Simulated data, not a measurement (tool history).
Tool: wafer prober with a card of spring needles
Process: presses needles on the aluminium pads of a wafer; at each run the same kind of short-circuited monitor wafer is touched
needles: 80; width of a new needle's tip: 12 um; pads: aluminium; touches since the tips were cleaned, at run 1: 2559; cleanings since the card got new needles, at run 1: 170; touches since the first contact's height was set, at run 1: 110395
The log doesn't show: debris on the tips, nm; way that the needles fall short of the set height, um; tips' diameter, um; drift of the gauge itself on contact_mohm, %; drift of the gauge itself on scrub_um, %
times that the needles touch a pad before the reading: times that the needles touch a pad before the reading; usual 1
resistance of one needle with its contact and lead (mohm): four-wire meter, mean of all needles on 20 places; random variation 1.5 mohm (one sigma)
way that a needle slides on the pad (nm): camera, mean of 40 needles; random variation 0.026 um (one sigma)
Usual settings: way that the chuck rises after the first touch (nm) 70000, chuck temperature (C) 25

| run | day | way that the chuck rises after the first touch (nm) | chuck temperature (C) | times that the needles touch a pad before the reading | touches since the tips were cleaned | cleanings since the card got new needles | touches since the first contact's height was set | resistance of one needle with its contact and lead (mohm) | way that a needle slides on the pad (nm) |
|---|---|---|---|---|---|---|---|---|---|
| 1 | 0 | 70000 | 25 | 1 | 2559 | 170 | 110395 | 284 | 14750 |
|  | 0.512 | tips cleaned on abrasive film |
|  | 1.192 | tips cleaned on abrasive film |
| 2 | 1.625 | 70000 | 123 | 1 | 4948 | 172 | 128825 | 366 | 14770 |
|  | 1.967 | tips cleaned on abrasive film |
|  | 2.775 | tips cleaned on abrasive film |
| 3 | 3.238 | 70000 | 123 | 1 | 5275 | 174 | 147074 | 374 | 14720 |
|  | 3.575 | tips cleaned on abrasive film |
|  | 3.925 | height of the first contact set anew |
|  | 4.271 | tips cleaned on abrasive film |
|  | 5.121 | tips cleaned on abrasive film |
| 4 | 5.517 | 70000 | 123 | 1 | 4533 | 177 | 18013 | 349 | 15030 |
|  | 5.858 | tips cleaned on abrasive film |
|  | 6.708 | tips cleaned on abrasive film |
|  | 7.388 | tips cleaned on abrasive film |
| 5 | 7.971 | 70000 | 25 | 1 | 6646 | 180 | 45841 | 386 | 14990 |
|  | 8.146 | tips cleaned on abrasive film |
|  | 8.996 | tips cleaned on abrasive film |
|  | 9.846 | tips cleaned on abrasive film |
|  | 10.525 | tips cleaned on abrasive film |
| 6 | 10.525 | 70000 | 25 | 1 | 0 | 184 | 74745 | 179 | 14840 |
|  | 11.367 | tips cleaned on abrasive film |
|  | 12.046 | tips cleaned on abrasive film |
| 7 | 12.083 | 70000 | 25 | 1 | 442 | 186 | 92404 | 199 | 14820 |
|  | 12.767 | tips cleaned on abrasive film |
|  | 13.446 | tips cleaned on abrasive film |
|  | 14.296 | tips cleaned on abrasive film |
| 8 | 14.396 | 70000 | 25 | 1 | 1120 | 189 | 118559 | 232 | 14810 |
|  | 15.029 | tips cleaned on abrasive film |
|  | 15.838 | tips cleaned on abrasive film |
|  | 16.679 | tips cleaned on abrasive film |
| 9 | 16.717 | 70000 | 25 | 1 | 435 | 192 | 144885 | 200 | 14750 |
|  | 17.392 | tips cleaned on abrasive film |
|  | 17.571 | height of the first contact set anew |
|  | 18.083 | tips cleaned on abrasive film |
| 10 | 18.454 | 70000 | 25 | 1 | 4207 | 194 | 9984 | 357 | 15010 |
|  | 18.796 | tips cleaned on abrasive film |
|  | 19.621 | tips cleaned on abrasive film |
|  | 20.3 | tips cleaned on abrasive film |
|  | 21.15 | tips cleaned on abrasive film |
| 11 | 21.283 | 70000 | 25 | 1 | 1501 | 198 | 42018 | 263 | 15000 |
|  | 21.958 | tips cleaned on abrasive film |
|  | 22.642 | tips cleaned on abrasive film |
| 12 | 22.788 | 70000 | 25 | 1 | 1676 | 200 | 59060 | 288 | 14930 |
|  | 23.412 | tips cleaned on abrasive film |
|  | 24.262 | tips cleaned on abrasive film |
|  | 24.942 | tips cleaned on abrasive film |
| 13 | 25.025 | 70000 | 25 | 1 | 950 | 203 | 84404 | 237 | 14900 |
|  | 25.704 | tips cleaned on abrasive film |
|  | 26.55 | tips cleaned on abrasive film |
| 14 | 26.679 | 70000 | 53 | 1 | 1473 | 205 | 103166 | 301 | 14790 |
|  | 27.35 | tips cleaned on abrasive film |
|  | 28.029 | tips cleaned on abrasive film |
|  | 28.879 | tips cleaned on abrasive film |
| 15 | 29.396 | 73000 | 49 | 2 | 5874 | 208 | 133938 | 300 | 15410 |
|  | 29.567 | tips cleaned on abrasive film |
|  | 30.396 | tips cleaned on abrasive film |
|  | 31.075 | tips cleaned on abrasive film |
|  | 31.258 | height of the first contact set anew |
| 16 | 31.404 | 68000 | 105 | 2 | 3567 | 211 | 1642 | 280 | 14670 |
|  | 31.912 | tips cleaned on abrasive film |
|  | 32.762 | tips cleaned on abrasive film |
|  | 33.442 | tips cleaned on abrasive film |
| 17 | 33.508 | 82000 | 25 | 1 | 750 | 214 | 25500 | 208 | 17600 |
|  | 34.192 | tips cleaned on abrasive film |
|  | 35.038 | tips cleaned on abrasive film |
|  | 35.871 | tips cleaned on abrasive film |
|  | 36.554 | tips cleaned on abrasive film |
| 18 | 36.712 | 51000 | 83 | 3 | 1805 | 218 | 61776 | 254 | 10820 |
|  | 37.392 | tips cleaned on abrasive film |
|  | 38.196 | tips cleaned on abrasive film |
|  | 39.025 | tips cleaned on abrasive film |
| 19 | 39.629 | 51000 | 83 | 3 | 6904 | 221 | 94893 | 350 | 10770 |
|  | 39.804 | tips cleaned on abrasive film |
|  | 40.654 | tips cleaned on abrasive film |
| 20 | 41.062 | 51000 | 59 | 2 | 4673 | 223 | 111121 | 433 | 10720 |
|  | 41.404 | tips cleaned on abrasive film |
|  | 42.254 | tips cleaned on abrasive film |
| 21 | 42.512 | 71000 | 32 | 1 | 2917 | 225 | 127517 | 343 | 14980 |
|  | 43.004 | tips cleaned on abrasive film |
|  | 43.833 | tips cleaned on abrasive film |
|  | 44.512 | tips cleaned on abrasive film |
| 22 | 44.625 | 77000 | 31 | 1 | 1262 | 228 | 151431 | 238 | 16200 |
|  | 44.804 | height of the first contact set anew |
|  | 45.317 | tips cleaned on abrasive film |
|  | 46.138 | tips cleaned on abrasive film |
| 23 | 46.138 | 89000 | 111 | 1 | 0 | 230 | 15097 | 179 | 19100 |
|  | 46.988 | tips cleaned on abrasive film |
|  | 47.838 | tips cleaned on abrasive film |
|  | 48.688 | tips cleaned on abrasive film |
| 24 | 48.888 | 85000 | 67 | 1 | 2275 | 233 | 46255 | 275 | 18200 |
|  | 49.4 | tips cleaned on abrasive film |
|  | 50.079 | tips cleaned on abrasive film |
|  | 50.579 | card fitted with new needles |
|  | 51.429 | tips cleaned on abrasive film |
|  | 52.108 | tips cleaned on abrasive film |
| 25 | 52.738 | 85000 | 67 | 1 | 7161 | 2 | 24492 | 234 | 18240 |
|  | 52.912 | tips cleaned on abrasive film |
|  | 53.592 | tips cleaned on abrasive film |
|  | 54.442 | tips cleaned on abrasive film |
|  | 55.25 | tips cleaned on abrasive film |
|  | 56.062 | tips cleaned on abrasive film |
| 26 | 56.121 | 70000 | 34 | 1 | 692 | 7 | 62815 | 189 | 14890 |

5 ways to go on from here, each from the tool as it stands after run 26. What would each give?
|  | 56.783 | tips cleaned on abrasive film |
|  | 57.608 | tips cleaned on abrasive film |
| A | 58.054 | 79000 | 93 | 2 | 5059 | 9 | 84699 | ? | ? |
|  | 56.783 | tips cleaned on abrasive film |
|  | 57.608 | tips cleaned on abrasive film |
| B | 58.054 | 70000 | 94 | 1 | 5059 | 9 | 84699 | ? | ? |
|  | 56.783 | tips cleaned on abrasive film |
|  | 57.608 | tips cleaned on abrasive film |
| C | 58.054 | 70000 | 113 | 2 | 5059 | 9 | 84699 | ? | ? |
|  | 56.783 | tips cleaned on abrasive film |
|  | 57.608 | tips cleaned on abrasive film |
| D | 58.054 | 70000 | 34 | 2 | 5059 | 9 | 84699 | ? | ? |
|  | 56.783 | tips cleaned on abrasive film |
|  | 57.608 | tips cleaned on abrasive film |
| E | 58.054 | 88000 | 59 | 1 | 5059 | 9 | 84699 | ? | ? |

| run | resistance of one needle with its contact and lead (mohm) | way that a needle slides on the pad (nm) |
|---|---|---|
| A | 204 | 16840 |
| B | 256 | 14840 |
| C | 225 | 14920 |
| D | 215 | 14850 |
| E | 218 | 18690 |
Without the tool's hidden state the same runs would have given:
| run | resistance of one needle with its contact and lead (mohm) | way that a needle slides on the pad (nm) |
|---|---|---|
| A | 154 | 17030 |
| B | 157 | 15020 |
| C | 165 | 15100 |
| D | 148 | 15040 |
| E | 147 | 18880 |
